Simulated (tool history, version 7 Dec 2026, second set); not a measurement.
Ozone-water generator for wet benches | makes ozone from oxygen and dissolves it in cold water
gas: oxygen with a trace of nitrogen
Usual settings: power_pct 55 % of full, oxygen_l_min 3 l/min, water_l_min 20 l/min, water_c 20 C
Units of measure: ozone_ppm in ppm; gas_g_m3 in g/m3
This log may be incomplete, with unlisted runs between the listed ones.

run     day  power_pct  oxygen_l_min  water_l_min  water_c  ozone_ppm  gas_g_m3
  1       0         55             3           20       20      11.74     199.7
  2   2.462         55             3           20       20      11.62     198.6
  3   5.921         55             3           20       20      11.71     198.3
  4  11.321         55             3           30       20       7.52     197.3
  5  14.842         55             3           30       20       7.54     197.1
  6  19.908         56             3           20       20      11.69     199.2
  7  23.004         56             3           20       20      11.74       200
  8  26.412         56             3           20       20       11.7     199.7
  9  29.104         55             3           20       20      11.55       198
 10  32.025         55             3           15       20      15.25     195.8
 11  36.962         55             3           18       20      12.73       196
 12    39.8         55             3           18       20      12.77     195.8
 13  42.596         55             3           18       20      12.71     196.5
 14  47.304         55          2.53           23       20       9.44     211.3
 15  49.825         55          2.53           23       20       9.46     211.6
 16  53.396         55             3           21       17      11.19       194
 17  57.817         55          2.84           22       17      10.46     198.5
 18   61.35         52          2.14           22       17        9.3     217.7
 19  66.817         42             3           20       20       9.46     164.2
 20  72.483         60          2.73           14       13      17.84       212
 21  77.667         96             3           20       24      15.08     271.9
 22  82.538         55             3           16       17       14.4     193.9
 23  87.875         55             3           16       17      14.31     192.9
 24  92.504         55           1.8           16       17      12.61     241.5

Some steps in ozone_ppm, run to run, broken into two amounts with sign: the step expected even without the hidden condition (settings, incoming material, random variation), and the rest, left for the hidden condition together with whatever gauge scatter is not in both the measured and the hidden-condition-free result:
Hidden state present: yield of the discharge, % of new electrodes'; contactor's efficiency, % of a clean one's; true water temperature over the reading, C; drift of the gauge itself on ozone_ppm, %; drift of the gauge itself on gas_g_m3, %.
Run 3 -> 4: water_l_min 20 -> 30. ozone_ppm -4.19 ppm: hidden state +0.22, all else -4.41.
Run 19 -> 20: power_pct 42 -> 60, oxygen_l_min 3 -> 2.73, water_l_min 20 -> 14, water_c 20 -> 13. ozone_ppm +8.38 ppm: hidden state -1.09, all else +9.47.
Run 21 -> 22: power_pct 96 -> 55, water_l_min 20 -> 16, water_c 24 -> 17. ozone_ppm -0.68 ppm: hidden state +0.56, all else -1.24.

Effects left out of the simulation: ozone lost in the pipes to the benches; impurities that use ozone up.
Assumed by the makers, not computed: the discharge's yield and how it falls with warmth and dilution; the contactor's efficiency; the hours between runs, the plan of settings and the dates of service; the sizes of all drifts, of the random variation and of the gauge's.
